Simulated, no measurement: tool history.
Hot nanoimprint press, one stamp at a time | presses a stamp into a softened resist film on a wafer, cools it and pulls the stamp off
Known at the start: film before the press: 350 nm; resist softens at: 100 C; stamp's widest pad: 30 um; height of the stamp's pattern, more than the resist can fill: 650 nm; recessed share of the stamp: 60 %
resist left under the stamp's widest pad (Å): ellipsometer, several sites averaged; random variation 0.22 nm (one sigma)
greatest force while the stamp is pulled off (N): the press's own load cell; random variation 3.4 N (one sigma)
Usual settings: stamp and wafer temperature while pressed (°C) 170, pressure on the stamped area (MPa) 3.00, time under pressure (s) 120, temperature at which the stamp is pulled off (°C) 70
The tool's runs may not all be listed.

run	hour	stamp and wafer temperature while pressed (°C)	pressure on the stamped area (MPa)	time under pressure (s)	temperature at which the stamp is pulled off (°C)	resist left under the stamp's widest pad (Å)	greatest force while the stamp is pulled off (N)
1	0.0	170	3.00	120	70	1635	220
2	5.9	170	3.00	120	70	1633	214
3	13.5	170	3.00	120	70	1634	215
4	19.8	170	3.00	120	55	1631	240
5	28.1	181	3.00	120	70	1145	221
6	39.5	181	3.00	120	70	1146	217
7	48.3	181	3.00	120	70	1143	224
8	60.0	181	3.00	120	70	1144	222
# hour 74.0: stamp cleaned and given a new release coat
9	74.0	166	3.00	120	70	1862	162
10	86.3	170	3.00	120	70	1632	163
11	98.7	170	3.00	120	70	1630	167
12	109.3	170	3.14	99	70	1689	164
# hour 113.2: plate thermocouple calibrated
13	122.6	170	3.14	99	63	1686	182
# hour 137.1: plate thermocouple calibrated, once more
14	138.9	170	3.14	99	63	1703	182
15	149.9	170	3.14	99	63	1706	173
16	156.6	170	3.14	99	63	1704	182
17	167.8	170	1.81	126	70	2094	170
18	176.1	170	1.81	126	70	2091	173
19	187.7	170	1.81	126	70	2090	175
20	197.8	170	1.81	126	70	2090	176
21	209.1	158	3.44	126	68	2254	172
22	216.4	158	3.44	126	68	2258	179

Some steps in resist left under the stamp's widest pad (Å) between neighbouring runs. How much of each would the tool show without its hidden state too (settings, what came in, random variation), and how much is left for the hidden state, with any gauge scatter that isn't in both results?
The hidden state here: true temperature over the reading, C; pressure that arrives at the usual setting, %; grip of the stamp's worn release coat, % over a new coat's; drift of the gauge itself on residual_nm, %; drift of the gauge itself on pull_off_n, %.
Run 4 -> 5: stamp and wafer temperature while pressed (°C) 170 -> 181, temperature at which the stamp is pulled off (°C) 55 -> 70. resist left under the stamp's widest pad (Å) -486: hidden state +0, all else -486.
Run 8 -> 9: stamp and wafer temperature while pressed (°C) 181 -> 166, stamp cleaned and given a new release coat. resist left under the stamp's widest pad (Å) +718: hidden state -3, all else +721.
Run 13 -> 14: plate thermocouple calibrated, once more. resist left under the stamp's widest pad (Å) +17: hidden state +16, all else +1.
Run 20 -> 21: stamp and wafer temperature while pressed (°C) 170 -> 158, pressure on the stamped area (MPa) 1.81 -> 3.44, temperature at which the stamp is pulled off (°C) 70 -> 68. resist left under the stamp's widest pad (Å) +164: hidden state +6, all else +158.
